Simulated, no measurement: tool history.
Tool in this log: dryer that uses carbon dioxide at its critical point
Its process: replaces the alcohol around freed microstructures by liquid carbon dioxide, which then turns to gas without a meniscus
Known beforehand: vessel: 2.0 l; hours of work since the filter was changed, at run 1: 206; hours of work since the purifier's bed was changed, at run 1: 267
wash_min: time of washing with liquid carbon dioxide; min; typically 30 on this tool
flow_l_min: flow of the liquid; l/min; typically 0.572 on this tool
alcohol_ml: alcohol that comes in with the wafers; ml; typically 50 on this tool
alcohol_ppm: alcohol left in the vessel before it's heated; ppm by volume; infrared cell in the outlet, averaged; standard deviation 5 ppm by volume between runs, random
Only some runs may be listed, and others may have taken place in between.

run    day  wash_min  flow_l_min  alcohol_ml  hours of work since the filter was changed  hours of work since the purifier's bed was changed  alcohol_ppm
  1  0.000        30       0.572          50                                         206                                                 267           53
  2  0.554        19       0.572          50                                         214                                                 275          346
  3  0.954        19       0.572          50                                         219                                                 281          348
  4  1.367        30       0.466          50                                         225                                                 286          131
  5  1.621        30       0.572         111                                         229                                                 290           82
  6  2.021        30       0.572         111                                         234                                                 295           85
  7  2.612        30       0.572         111                                         242                                                 304           94
  8  3.100        30       0.572         111                                         249                                                 310           96
  9  3.438        30       0.572         111                                         254                                                 315           90
 10  3.800        30       0.572         111                                         259                                                 320          104
 11  4.108        30       0.358         111                                         263                                                 324          789
 12  4.454        30       0.358         111                                         268                                                 329          786
 13  4.967        20       0.575          55                                         275                                                 336          324
 14  5.529        27       0.672          92                                         283                                                 344           75
 15  6.125        27       0.372          92                                         291                                                 352          852
 16  6.517        30       0.628          50                                         297                                                 358           59
 17  6.858        30       0.762         102                                         301                                                 363           46
 18  7.329        36       0.435         102                                         308                                                 369          142
 19  7.850        36       0.435         102                                         315                                                 376          135
 20  8.221        19       0.639          72                                         320                                                 382          323
 21  8.704        28       0.572          50                                         327                                                 388           89
 22  9.262        28       0.572          50                                         335                                                 396           92
 23  9.654        41       0.572          50                                         340                                                 401           44

Each run again, without the hidden state but with its own random variation kept:
Unlogged tool condition in this case: flow that reaches the vessel past the clogged filter, %; alcohol in the recycled carbon dioxide, ppm; drift of the gauge itself on alcohol_ppm, %.
run  alcohol_ppm
  1           23
  2          291
  3          292
  4           92
  5           45
  6           47
  7           56
  8           56
  9           50
 10           64
 11          674
 12          671
 13          256
 14           36
 15          728
 16           22
 17           10
 18           89
 19           81
 20          246
 21           44
 22           46
 23            4

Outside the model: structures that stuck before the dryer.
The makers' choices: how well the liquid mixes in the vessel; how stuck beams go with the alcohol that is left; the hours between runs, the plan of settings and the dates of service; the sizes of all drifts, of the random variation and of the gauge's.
